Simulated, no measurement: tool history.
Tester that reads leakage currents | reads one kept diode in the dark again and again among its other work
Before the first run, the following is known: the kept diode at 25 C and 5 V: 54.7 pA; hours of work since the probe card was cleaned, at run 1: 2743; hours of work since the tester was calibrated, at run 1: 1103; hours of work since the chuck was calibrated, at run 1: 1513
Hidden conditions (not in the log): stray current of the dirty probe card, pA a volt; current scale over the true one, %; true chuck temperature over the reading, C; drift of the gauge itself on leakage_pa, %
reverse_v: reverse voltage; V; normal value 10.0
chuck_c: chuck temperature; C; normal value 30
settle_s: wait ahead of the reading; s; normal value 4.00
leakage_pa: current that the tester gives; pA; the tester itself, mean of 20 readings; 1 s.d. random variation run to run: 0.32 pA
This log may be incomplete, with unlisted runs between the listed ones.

| run | hour | reverse_v | chuck_c | settle_s | hours of work since the probe card was cleaned | hours of work since the tester was calibrated | hours of work since the chuck was calibrated | leakage_pa |
|---|---|---|---|---|---|---|---|---|
| 1 | 0.0 | 10.0 | 30 | 4.00 | 2743 | 1103 | 1513 | 113.57 |
| 2 | 30.2 | 10.0 | 30 | 4.00 | 2767 | 1127 | 1537 | 113.78 |
| 3 | 64.4 | 10.0 | 30 | 4.00 | 2793 | 1154 | 1564 | 113.80 |
|  | 75.5 | chuck's temperature calibrated |
| 4 | 85.6 | 10.0 | 30 | 4.00 | 2809 | 1169 | 8 | 127.14 |
| 5 | 127.6 | 10.0 | 35 | 4.00 | 2842 | 1202 | 41 | 182.61 |
| 6 | 149.8 | 10.0 | 35 | 4.00 | 2859 | 1220 | 59 | 182.05 |
| 7 | 188.6 | 3.5 | 27 | 4.21 | 2890 | 1251 | 89 | 66.76 |
| 8 | 207.7 | 16.8 | 20 | 3.85 | 2905 | 1266 | 104 | 88.67 |
| 9 | 244.4 | 10.0 | 30 | 8.38 | 2934 | 1295 | 133 | 126.52 |
| 10 | 273.0 | 10.0 | 30 | 8.38 | 2956 | 1317 | 156 | 126.30 |
| 11 | 304.4 | 3.6 | 47 | 0.77 | 2981 | 1342 | 180 | 315.07 |

Here are 4 independent what-if runs from the current tool condition. What would each one return?
| A | 335.4 | 6.9 | 30 | 4.00 | 3006 | 1366 | 205 | ? |
| B | 335.4 | 3.6 | 47 | 1.35 | 3006 | 1366 | 205 | ? |
| C | 335.4 | 1.2 | 37 | 7.89 | 3006 | 1366 | 205 | ? |
| D | 335.4 | 11.6 | 22 | 0.44 | 3006 | 1366 | 205 | ? |

| run | leakage_pa |
|---|---|
| A | 108.56 |
| B | 315.49 |
| C | 101.45 |
| D | 84.86 |
The same runs, with their run-to-run variation unchanged, on a tool lacking any hidden condition would have given:
| run | leakage_pa |
|---|---|
| A | 94.03 |
| B | 311.07 |
| C | 100.07 |
| D | 58.89 |
